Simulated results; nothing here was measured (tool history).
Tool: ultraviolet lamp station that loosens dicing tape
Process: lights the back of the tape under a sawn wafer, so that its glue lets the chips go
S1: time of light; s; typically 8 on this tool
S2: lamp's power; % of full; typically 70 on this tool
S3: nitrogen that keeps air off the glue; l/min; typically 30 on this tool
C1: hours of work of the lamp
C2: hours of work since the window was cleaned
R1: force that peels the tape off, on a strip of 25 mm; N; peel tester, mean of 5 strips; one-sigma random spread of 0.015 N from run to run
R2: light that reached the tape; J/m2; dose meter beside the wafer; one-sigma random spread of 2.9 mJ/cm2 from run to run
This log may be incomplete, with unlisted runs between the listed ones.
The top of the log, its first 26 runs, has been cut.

| run | hour | S1 | S2 | S3 | C1 | C2 | R1 | R2 |
|---|---|---|---|---|---|---|---|---|
| 27 | 711.5 | 7 | 66 | 21 | 419 | 307 | 1.916 | 2590 |
| 28 | 749.1 | 6 | 99 | 21 | 439 | 327 | 1.325 | 3290 |
| 29 | 780.7 | 6 | 99 | 21 | 456 | 343 | 1.397 | 3220 |
| 30 | 805.8 | 8 | 86 | 21 | 469 | 356 | 1.077 | 3710 |
| 31 | 823.0 | 8 | 77 | 30 | 478 | 365 | 1.099 | 3280 |
| 32 | 860.3 | 8 | 91 | 18 | 497 | 385 | 1.126 | 3860 |
| 33 | 876.7 | 8 | 72 | 30 | 506 | 393 | 1.226 | 3020 |
| 34 | 908.3 | 9 | 66 | 12 | 522 | 410 | 2.108 | 3080 |
| 35 | 944.0 | 6 | 71 | 30 | 541 | 428 | 2.129 | 2130 |
|  | 959.5 | window cleaned of glue's vapour |
| 36 | 982.7 | 8 | 70 | 18 | 561 | 12 | 1.635 | 3070 |
| 37 | 1015.1 | 8 | 62 | 30 | 578 | 29 | 1.531 | 2680 |
| 38 | 1031.0 | 8 | 62 | 30 | 586 | 37 | 1.566 | 2670 |
| 39 | 1046.9 | 8 | 60 | 30 | 594 | 46 | 1.637 | 2570 |
| 40 | 1076.5 | 8 | 60 | 30 | 610 | 61 | 1.674 | 2550 |
| 41 | 1109.3 | 9 | 73 | 50 | 627 | 78 | 0.796 | 3410 |
| 42 | 1139.0 | 9 | 73 | 50 | 642 | 94 | 0.820 | 3350 |
| 43 | 1172.7 | 11 | 60 | 30 | 660 | 111 | 1.079 | 3360 |

Predict each of these 3 candidate next runs independently; none follows another, all start after run 43:
| A | 1206.7 | 8 | 70 | 52 | 678 | 129 | ? | ? |
| B | 1206.7 | 12 | 70 | 11 | 678 | 129 | ? | ? |
| C | 1206.7 | 14 | 69 | 16 | 678 | 129 | ? | ? |

| run | R1 | R2 |
|---|---|---|
| A | 1.111 | 2790 |
| B | 1.360 | 4200 |
| C | 0.772 | 4850 |
What these runs would have given with no unlogged condition in the tool:
| run | R1 | R2 |
|---|---|---|
| A | 0.510 | 4160 |
| B | 0.638 | 6250 |
| C | 0.358 | 7220 |
